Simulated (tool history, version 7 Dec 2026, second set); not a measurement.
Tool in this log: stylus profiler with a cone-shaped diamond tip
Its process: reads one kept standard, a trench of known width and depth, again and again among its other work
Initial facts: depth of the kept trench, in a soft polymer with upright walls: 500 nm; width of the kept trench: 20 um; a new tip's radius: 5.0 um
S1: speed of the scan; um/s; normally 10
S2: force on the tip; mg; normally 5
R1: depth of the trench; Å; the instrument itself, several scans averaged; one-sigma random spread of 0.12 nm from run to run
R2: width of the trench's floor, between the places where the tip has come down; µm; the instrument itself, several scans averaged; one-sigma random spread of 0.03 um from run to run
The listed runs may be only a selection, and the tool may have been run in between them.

run 1 hour=0 | S1=10 S2=5 | R1=5120.1 R2=14.69
run 2 hour=123.2 | S1=10 S2=5 | R1=5120 R2=14.59
run 3 hour=189.6 | S1=10 S2=5 | R1=5119.7 R2=14.56
run 4 hour=297.4 | S1=10 S2=1.92 | R1=5064 R2=14.43
run 5 hour=420.8 | S1=10 S2=5 | R1=5120.2 R2=14.35
run 6 hour=510.7 | S1=10 S2=5 | R1=5121 R2=14.25
run 7 hour=594.7 | S1=10 S2=5 | R1=5120 R2=14.23
run 8 hour=680 | S1=3 S2=6.5 | R1=5144.2 R2=14.17
run 9 hour=770.6 | S1=10 S2=6.04 | R1=5140.6 R2=14.1
run 10 hour=855.9 | S1=16 S2=8.07 | R1=5167 R2=14.01
run 11 hour=977.4 | S1=5 S2=9.15 | R1=5179.3 R2=13.95
run 12 hour=1046 | S1=6 S2=1.84 | R1=5067.7 R2=13.88
run 13 hour=1183.2 | S1=6 S2=1.84 | R1=5071.2 R2=13.75

Branching from run 13: 5 alternative next runs. What would each branch give?
run A hour=1306.7 | S1=20 S2=3.4 | R1=? R2=?
run B hour=1306.7 | S1=3 S2=13.78 | R1=? R2=?
run C hour=1306.7 | S1=5 S2=5 | R1=? R2=?
run D hour=1306.7 | S1=12 S2=2.53 | R1=? R2=?
run E hour=1306.7 | S1=36 S2=2.8 | R1=? R2=?

run=A R1=5099.7 R2=13.7
run=B R1=5235 R2=13.72
run=C R1=5124 R2=13.72
run=D R1=5082.8 R2=13.68
run=E R1=5089.3 R2=13.62
Without the tool's unlogged condition, the same runs would have read:
run=A R1=5088.7 R2=15.62
run=B R1=5223.6 R2=15.64
run=C R1=5112.9 R2=15.65
run=D R1=5071.8 R2=15.61
run=E R1=5078.3 R2=15.54

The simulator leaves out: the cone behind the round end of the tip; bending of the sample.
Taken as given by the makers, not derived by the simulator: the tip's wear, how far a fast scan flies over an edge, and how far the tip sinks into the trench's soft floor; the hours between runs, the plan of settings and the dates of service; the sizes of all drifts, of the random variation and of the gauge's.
